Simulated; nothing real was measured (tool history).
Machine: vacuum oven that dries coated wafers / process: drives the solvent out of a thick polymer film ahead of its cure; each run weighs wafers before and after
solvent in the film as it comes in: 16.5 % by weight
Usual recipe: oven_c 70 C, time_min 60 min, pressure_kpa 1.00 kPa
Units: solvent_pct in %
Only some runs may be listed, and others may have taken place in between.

run	hour	oven_c	time_min	pressure_kpa	solvent_pct
1	0.0	70	60	1.00	1.11
2	56.6	70	60	1.00	1.14
3	156.5	70	47	1.00	1.79
4	230.2	70	60	1.00	1.16
# hour 309.4: oven's thermocouples calibrated
5	314.6	70	60	1.00	1.12
6	361.2	70	60	1.00	1.09
7	454.8	70	60	1.00	1.12
8	526.9	70	85	1.00	0.52
9	590.6	70	85	1.00	0.52
10	691.9	70	85	1.00	0.54
11	756.6	70	31	1.11	3.43
12	852.6	59	41	2.33	6.02
13	924.6	70	62	0.55	0.94
14	1008.1	70	75	2.56	1.10

Alternative continuations, all from the tool just after run 14; predict every row:
A	1106.1	61	60	1.00	?
B	1106.1	55	49	0.71	?
C	1106.1	70	47	1.54	?
D	1106.1	76	59	0.88	?
E	1106.1	69	75	2.56	?

run	solvent_pct
A	3.13
B	5.99
C	1.93
D	0.44
E	1.26
What these runs would have given with no unlogged condition in the tool:
run	solvent_pct
A	3.13
B	5.99
C	1.93
D	0.44
E	1.25
